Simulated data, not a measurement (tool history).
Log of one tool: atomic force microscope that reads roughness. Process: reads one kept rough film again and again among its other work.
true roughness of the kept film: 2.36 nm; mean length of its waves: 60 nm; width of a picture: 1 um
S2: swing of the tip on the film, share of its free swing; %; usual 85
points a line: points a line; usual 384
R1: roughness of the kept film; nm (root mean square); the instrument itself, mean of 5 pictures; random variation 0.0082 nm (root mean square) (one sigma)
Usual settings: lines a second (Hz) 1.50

{"run": 1, "day": 0.0, "lines a second (Hz)": 1.5, "S2": 85, "points a line": 384, "R1": 1.924}
{"run": 2, "day": 0.671, "lines a second (Hz)": 1.5, "S2": 78, "points a line": 384, "R1": 2.03}
{"run": 3, "day": 1.588, "lines a second (Hz)": 1.5, "S2": 78, "points a line": 384, "R1": 2.009}
{"run": 4, "day": 2.279, "lines a second (Hz)": 1.5, "S2": 78, "points a line": 384, "R1": 1.996}
{"run": 5, "day": 3.371, "lines a second (Hz)": 2.54, "S2": 85, "points a line": 384, "R1": 1.7}
{"run": 6, "day": 4.308, "lines a second (Hz)": 2.54, "S2": 85, "points a line": 384, "R1": 1.692}
{"run": 7, "day": 4.904, "lines a second (Hz)": 2.54, "S2": 85, "points a line": 384, "R1": 1.691}
{"day": 5.071, "done": "height scale calibrated on a step standard"}
{"run": 8, "day": 5.988, "lines a second (Hz)": 2.54, "S2": 85, "points a line": 384, "R1": 1.682}
{"run": 9, "day": 7.262, "lines a second (Hz)": 1.5, "S2": 85, "points a line": 384, "R1": 1.858}
{"day": 8.133, "done": "height scale calibrated on a step standard, once more"}
{"run": 10, "day": 8.217, "lines a second (Hz)": 1.5, "S2": 85, "points a line": 384, "R1": 1.897}
{"run": 11, "day": 8.904, "lines a second (Hz)": 1.5, "S2": 85, "points a line": 384, "R1": 1.877}
{"day": 9.304, "done": "new tip fitted"}
{"run": 12, "day": 10.029, "lines a second (Hz)": 1.5, "S2": 85, "points a line": 384, "R1": 1.926}
{"run": 13, "day": 11.225, "lines a second (Hz)": 1.5, "S2": 82, "points a line": 384, "R1": 1.979}
{"run": 14, "day": 11.954, "lines a second (Hz)": 1.5, "S2": 82, "points a line": 384, "R1": 1.964}
{"run": 15, "day": 13.225, "lines a second (Hz)": 2.12, "S2": 79, "points a line": 1011, "R1": 1.888}
{"run": 16, "day": 13.842, "lines a second (Hz)": 1.5, "S2": 85, "points a line": 926, "R1": 1.907}
{"run": 17, "day": 15.079, "lines a second (Hz)": 1.5, "S2": 90, "points a line": 276, "R1": 1.82}
{"run": 18, "day": 16.129, "lines a second (Hz)": 1.01, "S2": 67, "points a line": 776, "R1": 2.163}
{"run": 19, "day": 17.346, "lines a second (Hz)": 1.01, "S2": 67, "points a line": 776, "R1": 2.138}
{"day": 18.521, "done": "new tip fitted"}
{"run": 20, "day": 18.721, "lines a second (Hz)": 1.5, "S2": 86, "points a line": 384, "R1": 1.911}
{"run": 21, "day": 19.992, "lines a second (Hz)": 2.06, "S2": 85, "points a line": 257, "R1": 1.804}
{"run": 22, "day": 20.625, "lines a second (Hz)": 2.06, "S2": 85, "points a line": 257, "R1": 1.798}
{"run": 23, "day": 22.004, "lines a second (Hz)": 1.84, "S2": 85, "points a line": 524, "R1": 1.839}

Forecast each of these 4 alternatives for the next run:
{"run": "A", "day": 23.275, "lines a second (Hz)": 3.74, "S2": 86, "points a line": 384, "R1": "?"}
{"run": "B", "day": 23.275, "lines a second (Hz)": 1.5, "S2": 86, "points a line": 384, "R1": "?"}
{"run": "C", "day": 23.275, "lines a second (Hz)": 2.32, "S2": 81, "points a line": 382, "R1": "?"}
{"run": "D", "day": 23.275, "lines a second (Hz)": 1.5, "S2": 72, "points a line": 690, "R1": "?"}

run=A R1=1.499
run=B R1=1.877
run=C R1=1.822
run=D R1=2.075
Without the tool's hidden state the same runs would have given:
run=A R1=1.534
run=B R1=1.920
run=C R1=1.863
run=D R1=2.123

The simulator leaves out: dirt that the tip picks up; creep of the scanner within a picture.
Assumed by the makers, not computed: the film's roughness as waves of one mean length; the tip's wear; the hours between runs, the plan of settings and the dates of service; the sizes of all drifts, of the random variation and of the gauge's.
